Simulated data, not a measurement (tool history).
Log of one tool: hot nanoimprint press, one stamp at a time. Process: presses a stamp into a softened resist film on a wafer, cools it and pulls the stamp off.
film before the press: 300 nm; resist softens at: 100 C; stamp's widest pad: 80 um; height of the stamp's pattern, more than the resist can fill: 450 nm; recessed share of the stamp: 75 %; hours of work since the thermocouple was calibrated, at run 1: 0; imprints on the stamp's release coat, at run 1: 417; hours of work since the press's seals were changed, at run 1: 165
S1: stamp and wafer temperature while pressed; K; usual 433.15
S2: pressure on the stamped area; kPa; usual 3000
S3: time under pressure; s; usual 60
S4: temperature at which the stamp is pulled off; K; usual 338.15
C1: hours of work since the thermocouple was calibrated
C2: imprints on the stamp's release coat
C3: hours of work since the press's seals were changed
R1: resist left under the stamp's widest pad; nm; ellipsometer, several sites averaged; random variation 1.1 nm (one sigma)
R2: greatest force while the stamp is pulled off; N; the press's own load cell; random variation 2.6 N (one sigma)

{"run": 1, "hour": 0.0, "S1": 433.15, "S2": 3000, "S3": 60, "S4": 338.15, "C1": 0, "C2": 417, "C3": 165, "R1": 158.0, "R2": 128}
{"run": 2, "hour": 23.0, "S1": 433.15, "S2": 3000, "S3": 60, "S4": 338.15, "C1": 17, "C2": 524, "C3": 182, "R1": 157.7, "R2": 132}
{"run": 3, "hour": 37.7, "S1": 433.15, "S2": 3000, "S3": 104, "S4": 338.15, "C1": 28, "C2": 592, "C3": 193, "R1": 132.2, "R2": 131}
{"run": 4, "hour": 53.8, "S1": 433.15, "S2": 3000, "S3": 104, "S4": 338.15, "C1": 40, "C2": 666, "C3": 205, "R1": 130.9, "R2": 127}
{"run": 5, "hour": 75.5, "S1": 433.15, "S2": 3000, "S3": 104, "S4": 338.15, "C1": 56, "C2": 766, "C3": 221, "R1": 130.1, "R2": 131}
{"run": 6, "hour": 93.9, "S1": 433.15, "S2": 3000, "S3": 104, "S4": 338.15, "C1": 69, "C2": 852, "C3": 234, "R1": 131.1, "R2": 129}
{"run": 7, "hour": 107.9, "S1": 433.15, "S2": 3000, "S3": 60, "S4": 338.15, "C1": 80, "C2": 916, "C3": 245, "R1": 157.1, "R2": 131}
{"run": 8, "hour": 130.4, "S1": 433.15, "S2": 3000, "S3": 60, "S4": 338.15, "C1": 96, "C2": 1020, "C3": 261, "R1": 157.1, "R2": 131}
{"run": 9, "hour": 144.3, "S1": 435.15, "S2": 3000, "S3": 60, "S4": 338.15, "C1": 107, "C2": 1084, "C3": 272, "R1": 146.0, "R2": 130}
{"run": 10, "hour": 155.5, "S1": 435.15, "S2": 3000, "S3": 60, "S4": 338.15, "C1": 115, "C2": 1136, "C3": 280, "R1": 147.5, "R2": 131}
{"run": 11, "hour": 170.4, "S1": 433.15, "S2": 3000, "S3": 60, "S4": 338.15, "C1": 126, "C2": 1205, "C3": 291, "R1": 158.4, "R2": 132}
{"run": 12, "hour": 193.3, "S1": 433.15, "S2": 3000, "S3": 60, "S4": 346.15, "C1": 143, "C2": 1311, "C3": 308, "R1": 157.4, "R2": 106}
{"run": 13, "hour": 212.0, "S1": 433.15, "S2": 3000, "S3": 60, "S4": 346.15, "C1": 157, "C2": 1397, "C3": 322, "R1": 157.3, "R2": 111}
{"run": 14, "hour": 222.0, "S1": 433.15, "S2": 3000, "S3": 60, "S4": 346.15, "C1": 164, "C2": 1443, "C3": 329, "R1": 157.1, "R2": 108}
{"run": 15, "hour": 233.4, "S1": 433.15, "S2": 3000, "S3": 60, "S4": 346.15, "C1": 173, "C2": 1496, "C3": 338, "R1": 158.3, "R2": 111}
{"run": 16, "hour": 256.5, "S1": 424.15, "S2": 2730, "S3": 60, "S4": 338.15, "C1": 190, "C2": 1603, "C3": 355, "R1": 220.9, "R2": 132}
{"run": 17, "hour": 273.4, "S1": 433.15, "S2": 3000, "S3": 38, "S4": 338.15, "C1": 202, "C2": 1681, "C3": 367, "R1": 183.0, "R2": 135}
{"run": 18, "hour": 285.4, "S1": 438.15, "S2": 1960, "S3": 74, "S4": 338.15, "C1": 211, "C2": 1736, "C3": 376, "R1": 153.6, "R2": 133}
{"run": 19, "hour": 295.6, "S1": 433.15, "S2": 3000, "S3": 99, "S4": 338.15, "C1": 219, "C2": 1783, "C3": 383, "R1": 134.2, "R2": 133}
{"run": 20, "hour": 314.2, "S1": 433.15, "S2": 3000, "S3": 99, "S4": 338.15, "C1": 232, "C2": 1870, "C3": 397, "R1": 133.7, "R2": 129}
{"run": 21, "hour": 330.9, "S1": 435.15, "S2": 1800, "S3": 99, "S4": 344.15, "C1": 245, "C2": 1947, "C3": 410, "R1": 160.4, "R2": 115}
{"run": 22, "hour": 353.4, "S1": 435.15, "S2": 1800, "S3": 99, "S4": 344.15, "C1": 261, "C2": 2051, "C3": 426, "R1": 160.6, "R2": 118}
{"hour": 371.3, "done": "stamp cleaned and given a new release coat"}
{"run": 23, "hour": 374.5, "S1": 433.15, "S2": 4430, "S3": 60, "S4": 338.15, "C1": 272, "C2": 14, "C3": 437, "R1": 129.4, "R2": 132}
{"run": 24, "hour": 388.6, "S1": 433.15, "S2": 4430, "S3": 60, "S4": 338.15, "C1": 283, "C2": 79, "C3": 448, "R1": 130.3, "R2": 133}
{"run": 25, "hour": 410.8, "S1": 433.15, "S2": 4430, "S3": 60, "S4": 338.15, "C1": 299, "C2": 182, "C3": 464, "R1": 130.0, "R2": 128}
{"run": 26, "hour": 423.5, "S1": 433.15, "S2": 4430, "S3": 60, "S4": 338.15, "C1": 309, "C2": 241, "C3": 474, "R1": 130.5, "R2": 133}
{"run": 27, "hour": 442.8, "S1": 438.15, "S2": 4430, "S3": 60, "S4": 338.15, "C1": 323, "C2": 330, "C3": 488, "R1": 105.4, "R2": 127}
{"run": 28, "hour": 454.0, "S1": 430.15, "S2": 2390, "S3": 47, "S4": 345.15, "C1": 331, "C2": 382, "C3": 496, "R1": 207.3, "R2": 110}
{"run": 29, "hour": 470.4, "S1": 435.15, "S2": 2110, "S3": 88, "S4": 328.15, "C1": 343, "C2": 458, "C3": 508, "R1": 155.1, "R2": 156}

Forecast each of these 5 alternatives for the next run:
{"run": "A", "hour": 483.4, "S1": 435.15, "S2": 2110, "S3": 37, "S4": 328.15, "C1": 353, "C2": 518, "C3": 518, "R1": "?", "R2": "?"}
{"run": "B", "hour": 483.4, "S1": 424.15, "S2": 2110, "S3": 88, "S4": 328.15, "C1": 353, "C2": 518, "C3": 518, "R1": "?", "R2": "?"}
{"run": "C", "hour": 483.4, "S1": 435.15, "S2": 4270, "S3": 31, "S4": 328.15, "C1": 353, "C2": 518, "C3": 518, "R1": "?", "R2": "?"}
{"run": "D", "hour": 483.4, "S1": 438.15, "S2": 3000, "S3": 97, "S4": 344.15, "C1": 353, "C2": 518, "C3": 518, "R1": "?", "R2": "?"}
{"run": "E", "hour": 483.4, "S1": 433.15, "S2": 2970, "S3": 60, "S4": 338.15, "C1": 353, "C2": 518, "C3": 518, "R1": "?", "R2": "?"}

run=A R1=200.3 R2=155
run=B R1=219.4 R2=157
run=C R1=153.2 R2=153
run=D R1=111.7 R2=119
run=E R1=162.1 R2=134
Without the tool's hidden state the same runs would have given:
run=A R1=199.7 R2=155
run=B R1=218.7 R2=156
run=C R1=152.5 R2=152
run=D R1=111.1 R2=119
run=E R1=161.4 R2=133
